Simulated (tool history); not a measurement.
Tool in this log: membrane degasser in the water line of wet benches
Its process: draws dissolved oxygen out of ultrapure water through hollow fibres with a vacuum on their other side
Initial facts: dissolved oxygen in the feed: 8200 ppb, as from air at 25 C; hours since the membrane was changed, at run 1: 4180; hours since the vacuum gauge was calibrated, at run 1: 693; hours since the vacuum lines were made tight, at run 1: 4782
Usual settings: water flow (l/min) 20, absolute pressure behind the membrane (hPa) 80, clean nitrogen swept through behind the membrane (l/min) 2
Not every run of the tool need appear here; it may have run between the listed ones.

run,hour,water flow (l/min),absolute pressure behind the membrane (hPa),clean nitrogen swept through behind the membrane (l/min),hours since the membrane was changed,hours since the vacuum gauge was calibrated,hours since the vacuum lines were made tight,dissolved oxygen in the water behind the degasser (ppb),pressure that the water loses in the fibres (hPa)
1,0,20,80,2,4180,693,4782,142.5,324.5
2,103.9,20,80,2,4284,797,4886,143.6,327.7
3,309.8,20,80,2,4490,1003,5092,141.6,324.8
4,525.5,20,80,1.95,4705,1219,5308,144.7,323.3
5,733.2,20,80,1.95,4913,1426,5516,143.2,324.6
6,972.8,20,80,1.95,5153,1666,5755,148.2,326.3
7,1216.3,20,80,1.95,5396,1909,5999,142.7,325.5
8,1442.1,20,161.7,1.95,5622,2135,6225,332.4,324.2
9,1586.2,20,161.7,1.95,5766,2279,6369,331.4,324.3
10,1815.2,20,161.7,1.95,5995,2508,6598,334.9,321.3
11,1971.7,20,161.7,1.95,6152,2665,6754,330.9,324.1
12,2131.1,20,161.7,1.95,6311,2824,6913,330.4,324.7
13,2371.2,20,161.7,1.95,6551,3064,7154,336.7,326.1
14,2530.2,20,80,2.04,6710,3223,7313,142.6,326.5
15,2716,20,80,2.04,6896,3409,7498,138.8,326.1
16,2956.1,20,80,2.04,7136,3649,7738,139.5,323.2
# hour 3019.5: seals of the vacuum lines changed
17,3059.3,27,51.7,2,7237,3750,40,112.4,438.3
18,3305.2,19,59.2,1.23,7483,3996,286,122.6,306.9
19,3457.8,19,52.7,4.25,7636,4149,438,50.3,309.9
20,3626.6,16,80,2,7805,4318,607,111.9,259.4
21,3787.8,16,80,2,7966,4479,768,110.9,256.7
# hour 3914: vacuum gauge calibrated
22,3995.7,16,80,2,8173,82,976,112.2,261.8
23,4232.4,14,174.4,3.38,8410,318,1212,157.2,226.7
24,4343.2,15,111.5,4.04,8521,429,1323,90.3,242.5
25,4512.8,20,117.2,4.83,8690,599,1493,114,326.1
26,4616.8,20,117.2,4.83,8794,703,1597,116.4,322.4
27,4724.6,20,93.2,3.49,8902,811,1705,113.9,324.1
28,4877.5,28,94,3.56,9055,963,1858,165.9,457.5
29,5067.7,15,49.9,4.91,9245,1154,2048,32.1,241.6
30,5246.6,32,118.4,2,9424,1333,2227,364.7,519.3
31,5427.9,13,115.7,2.49,9605,1514,2408,118.3,210
32,5564.5,27,62,3.01,9742,1650,2544,113.5,437.3

How the hidden state differs across the entries between the runs, from the last listed run before each to the first after it:
In the gap between runs 16 and 17: seals of the vacuum lines changed (hour 3019.5)
  air that leaks in behind the membrane, l/min: 0.0022 -> 0.002
In the gap between runs 21 and 22: vacuum gauge calibrated (hour 3914)
  both runs share identical hidden conditions
